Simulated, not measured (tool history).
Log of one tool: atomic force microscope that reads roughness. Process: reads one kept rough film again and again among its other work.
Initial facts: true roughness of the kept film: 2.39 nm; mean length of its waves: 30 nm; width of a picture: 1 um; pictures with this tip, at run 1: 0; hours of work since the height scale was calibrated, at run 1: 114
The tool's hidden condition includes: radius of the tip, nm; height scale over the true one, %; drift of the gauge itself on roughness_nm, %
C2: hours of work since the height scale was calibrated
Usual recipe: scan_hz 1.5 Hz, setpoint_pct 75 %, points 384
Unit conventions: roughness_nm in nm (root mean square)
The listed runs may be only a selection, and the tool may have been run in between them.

{"run": 1, "hour": 0.0, "scan_hz": 1.5, "setpoint_pct": 75, "points": 384, "pictures with this tip": 0, "C2": 114, "roughness_nm": 2.096}
{"run": 2, "hour": 8.9, "scan_hz": 1.5, "setpoint_pct": 75, "points": 384, "pictures with this tip": 9, "C2": 120, "roughness_nm": 2.095}
{"run": 3, "hour": 27.5, "scan_hz": 1.5, "setpoint_pct": 75, "points": 384, "pictures with this tip": 29, "C2": 133, "roughness_nm": 2.039}
{"run": 4, "hour": 43.0, "scan_hz": 2.17, "setpoint_pct": 75, "points": 384, "pictures with this tip": 45, "C2": 143, "roughness_nm": 1.939}
{"run": 5, "hour": 52.1, "scan_hz": 2.17, "setpoint_pct": 75, "points": 311, "pictures with this tip": 55, "C2": 149, "roughness_nm": 1.916}
{"run": 6, "hour": 64.9, "scan_hz": 0.96, "setpoint_pct": 75, "points": 384, "pictures with this tip": 68, "C2": 158, "roughness_nm": 1.973}
{"run": 7, "hour": 84.2, "scan_hz": 0.91, "setpoint_pct": 75, "points": 384, "pictures with this tip": 89, "C2": 171, "roughness_nm": 1.94}
{"run": 8, "hour": 93.1, "scan_hz": 0.91, "setpoint_pct": 75, "points": 384, "pictures with this tip": 98, "C2": 177, "roughness_nm": 1.921}
{"run": 9, "hour": 105.3, "scan_hz": 3, "setpoint_pct": 57, "points": 384, "pictures with this tip": 111, "C2": 185, "roughness_nm": 1.889}
{"run": 10, "hour": 119.6, "scan_hz": 1.5, "setpoint_pct": 81, "points": 383, "pictures with this tip": 126, "C2": 194, "roughness_nm": 1.79}
{"run": 11, "hour": 136.1, "scan_hz": 3.55, "setpoint_pct": 59, "points": 425, "pictures with this tip": 144, "C2": 205, "roughness_nm": 1.801}
{"run": 12, "hour": 147.3, "scan_hz": 2.22, "setpoint_pct": 61, "points": 425, "pictures with this tip": 155, "C2": 213, "roughness_nm": 1.83}
{"run": 13, "hour": 163.8, "scan_hz": 3.37, "setpoint_pct": 56, "points": 384, "pictures with this tip": 173, "C2": 224, "roughness_nm": 1.769}
{"run": 14, "hour": 173.3, "scan_hz": 1.5, "setpoint_pct": 75, "points": 293, "pictures with this tip": 183, "C2": 230, "roughness_nm": 1.718}
{"run": 15, "hour": 187.9, "scan_hz": 0.72, "setpoint_pct": 59, "points": 755, "pictures with this tip": 198, "C2": 240, "roughness_nm": 1.789}
{"run": 16, "hour": 201.7, "scan_hz": 0.57, "setpoint_pct": 59, "points": 295, "pictures with this tip": 213, "C2": 249, "roughness_nm": 1.747}

Alternative continuations, all from the tool just after run 16; predict every row:
{"hour": 214.8, "done": "new tip fitted"}
{"run": "A", "hour": 220.8, "scan_hz": 0.57, "setpoint_pct": 79, "points": 295, "pictures with this tip": 7, "C2": 261, "roughness_nm": "?"}
{"hour": 214.8, "done": "new tip fitted"}
{"run": "B", "hour": 220.8, "scan_hz": 0.57, "setpoint_pct": 59, "points": 295, "pictures with this tip": 7, "C2": 261, "roughness_nm": "?"}
{"hour": 214.8, "done": "new tip fitted"}
{"run": "C", "hour": 220.8, "scan_hz": 0.59, "setpoint_pct": 60, "points": 295, "pictures with this tip": 7, "C2": 261, "roughness_nm": "?"}
{"hour": 214.8, "done": "new tip fitted"}
{"run": "D", "hour": 220.8, "scan_hz": 1.67, "setpoint_pct": 70, "points": 330, "pictures with this tip": 7, "C2": 261, "roughness_nm": "?"}

run=A roughness_nm=2.12
run=B roughness_nm=2.16
run=C roughness_nm=2.163
run=D roughness_nm=2.096
What these runs would have given with no unlogged condition in the tool:
run=A roughness_nm=2.138
run=B roughness_nm=2.179
run=C roughness_nm=2.181
run=D roughness_nm=2.114

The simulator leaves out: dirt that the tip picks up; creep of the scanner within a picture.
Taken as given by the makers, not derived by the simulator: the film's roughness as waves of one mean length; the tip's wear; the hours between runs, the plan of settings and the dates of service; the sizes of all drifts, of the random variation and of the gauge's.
